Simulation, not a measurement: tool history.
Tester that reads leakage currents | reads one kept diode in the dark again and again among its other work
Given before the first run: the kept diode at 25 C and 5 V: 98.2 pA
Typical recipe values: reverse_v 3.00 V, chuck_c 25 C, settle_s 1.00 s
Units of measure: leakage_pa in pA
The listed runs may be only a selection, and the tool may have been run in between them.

{"run": 1, "hour": 0.0, "reverse_v": 3.0, "chuck_c": 25, "settle_s": 1.0, "leakage_pa": 81.04}
{"run": 2, "hour": 47.1, "reverse_v": 3.0, "chuck_c": 25, "settle_s": 1.0, "leakage_pa": 81.54}
{"run": 3, "hour": 76.4, "reverse_v": 3.0, "chuck_c": 44, "settle_s": 1.0, "leakage_pa": 434.7}
{"run": 4, "hour": 130.6, "reverse_v": 3.0, "chuck_c": 44, "settle_s": 1.0, "leakage_pa": 434.87}
{"run": 5, "hour": 175.1, "reverse_v": 3.0, "chuck_c": 25, "settle_s": 1.0, "leakage_pa": 80.91}
{"run": 6, "hour": 234.4, "reverse_v": 2.89, "chuck_c": 25, "settle_s": 1.0, "leakage_pa": 79.36}
{"run": 7, "hour": 272.1, "reverse_v": 2.89, "chuck_c": 25, "settle_s": 1.0, "leakage_pa": 79.16}
{"run": 8, "hour": 337.2, "reverse_v": 2.89, "chuck_c": 25, "settle_s": 0.45, "leakage_pa": 80.05}
{"run": 9, "hour": 384.8, "reverse_v": 2.89, "chuck_c": 25, "settle_s": 0.45, "leakage_pa": 80.3}
{"run": 10, "hour": 434.4, "reverse_v": 10.24, "chuck_c": 25, "settle_s": 1.0, "leakage_pa": 144.64}
{"run": 11, "hour": 495.0, "reverse_v": 1.55, "chuck_c": 25, "settle_s": 1.0, "leakage_pa": 59.42}
{"run": 12, "hour": 560.9, "reverse_v": 3.0, "chuck_c": 25, "settle_s": 3.25, "leakage_pa": 79.96}
{"run": 13, "hour": 618.7, "reverse_v": 3.0, "chuck_c": 25, "settle_s": 3.25, "leakage_pa": 80.24}
{"run": 14, "hour": 648.8, "reverse_v": 3.0, "chuck_c": 28, "settle_s": 1.0, "leakage_pa": 105.35}
{"run": 15, "hour": 712.4, "reverse_v": 3.0, "chuck_c": 28, "settle_s": 1.0, "leakage_pa": 105.97}
{"run": 16, "hour": 779.0, "reverse_v": 3.0, "chuck_c": 28, "settle_s": 1.0, "leakage_pa": 105.35}
{"run": 17, "hour": 818.2, "reverse_v": 3.0, "chuck_c": 28, "settle_s": 1.0, "leakage_pa": 104.69}
{"run": 18, "hour": 849.3, "reverse_v": 3.0, "chuck_c": 28, "settle_s": 1.0, "leakage_pa": 105.17}
{"run": 19, "hour": 889.5, "reverse_v": 3.0, "chuck_c": 28, "settle_s": 1.0, "leakage_pa": 105.11}
{"run": 20, "hour": 956.8, "reverse_v": 3.0, "chuck_c": 25, "settle_s": 0.72, "leakage_pa": 80.27}
{"run": 21, "hour": 985.8, "reverse_v": 4.15, "chuck_c": 29, "settle_s": 0.55, "leakage_pa": 134.04}
{"hour": 991.9, "done": "chuck's temperature calibrated"}
{"run": 22, "hour": 1025.9, "reverse_v": 3.27, "chuck_c": 28, "settle_s": 8.1, "leakage_pa": 105.37}
{"run": 23, "hour": 1056.9, "reverse_v": 3.27, "chuck_c": 28, "settle_s": 8.66, "leakage_pa": 105.15}
{"run": 24, "hour": 1117.2, "reverse_v": 9.6, "chuck_c": 25, "settle_s": 1.72, "leakage_pa": 135.86}
{"run": 25, "hour": 1172.2, "reverse_v": 9.6, "chuck_c": 25, "settle_s": 0.88, "leakage_pa": 137.63}
{"hour": 1195.9, "done": "chuck's temperature calibrated, once more"}
{"run": 26, "hour": 1211.4, "reverse_v": 3.0, "chuck_c": 34, "settle_s": 1.76, "leakage_pa": 185.56}
{"run": 27, "hour": 1269.0, "reverse_v": 2.26, "chuck_c": 28, "settle_s": 0.53, "leakage_pa": 97.33}
{"run": 28, "hour": 1325.7, "reverse_v": 1.31, "chuck_c": 28, "settle_s": 0.53, "leakage_pa": 75.05}
{"run": 29, "hour": 1380.2, "reverse_v": 1.31, "chuck_c": 28, "settle_s": 0.53, "leakage_pa": 74.86}
{"run": 30, "hour": 1418.2, "reverse_v": 3.0, "chuck_c": 47, "settle_s": 4.32, "leakage_pa": 562.02}
{"run": 31, "hour": 1454.8, "reverse_v": 3.0, "chuck_c": 43, "settle_s": 1.77, "leakage_pa": 401.27}
{"run": 32, "hour": 1495.3, "reverse_v": 3.0, "chuck_c": 43, "settle_s": 1.77, "leakage_pa": 402.69}
{"run": 33, "hour": 1544.9, "reverse_v": 3.0, "chuck_c": 43, "settle_s": 1.77, "leakage_pa": 399.77}
{"run": 34, "hour": 1607.6, "reverse_v": 3.37, "chuck_c": 47, "settle_s": 2.12, "leakage_pa": 586.78}
{"run": 35, "hour": 1674.4, "reverse_v": 1.59, "chuck_c": 45, "settle_s": 7.97, "leakage_pa": 357.78}
{"run": 36, "hour": 1710.6, "reverse_v": 1.59, "chuck_c": 45, "settle_s": 7.97, "leakage_pa": 354.86}
{"run": 37, "hour": 1743.2, "reverse_v": 1.59, "chuck_c": 45, "settle_s": 7.97, "leakage_pa": 357.38}
{"run": 38, "hour": 1783.9, "reverse_v": 1.22, "chuck_c": 28, "settle_s": 1.7, "leakage_pa": 71.26}
{"run": 39, "hour": 1832.8, "reverse_v": 3.0, "chuck_c": 46, "settle_s": 2.82, "leakage_pa": 506.6}

Hidden state or all else? Some run-to-run changes of leakage_pa, split into what the settings, what came in and random variation would give without the hidden state, and what is left for the hidden state (with any gauge scatter that isn't in both results):
Hidden conditions of the tool in this case: stray current of the dirty probe card, pA a volt; current scale over the true one, %; true chuck temperature over the reading, C; drift of the gauge itself on leakage_pa, %.
Run 4 -> 5: chuck_c 44 -> 25. leakage_pa -353.96 pA: hidden state +4.29, all else -358.25.
Run 9 -> 10: reverse_v 2.89 -> 10.24, settle_s 0.45 -> 1.00. leakage_pa +64.34 pA: hidden state +6.36, all else +57.98.
Run 10 -> 11: reverse_v 10.24 -> 1.55. leakage_pa -85.22 pA: hidden state -7.50, all else -77.72.
Run 23 -> 24: reverse_v 3.27 -> 9.60, chuck_c 28 -> 25, settle_s 8.66 -> 1.72. leakage_pa +30.71 pA: hidden state +6.96, all else +23.75.
Run 29 -> 30: reverse_v 1.31 -> 3.00, chuck_c 28 -> 47, settle_s 0.53 -> 4.32. leakage_pa +487.16 pA: hidden state -0.23, all else +487.39.
Run 38 -> 39: reverse_v 1.22 -> 3.00, chuck_c 28 -> 46, settle_s 1.70 -> 2.82. leakage_pa +435.34 pA: hidden state -5.56, all else +440.90.

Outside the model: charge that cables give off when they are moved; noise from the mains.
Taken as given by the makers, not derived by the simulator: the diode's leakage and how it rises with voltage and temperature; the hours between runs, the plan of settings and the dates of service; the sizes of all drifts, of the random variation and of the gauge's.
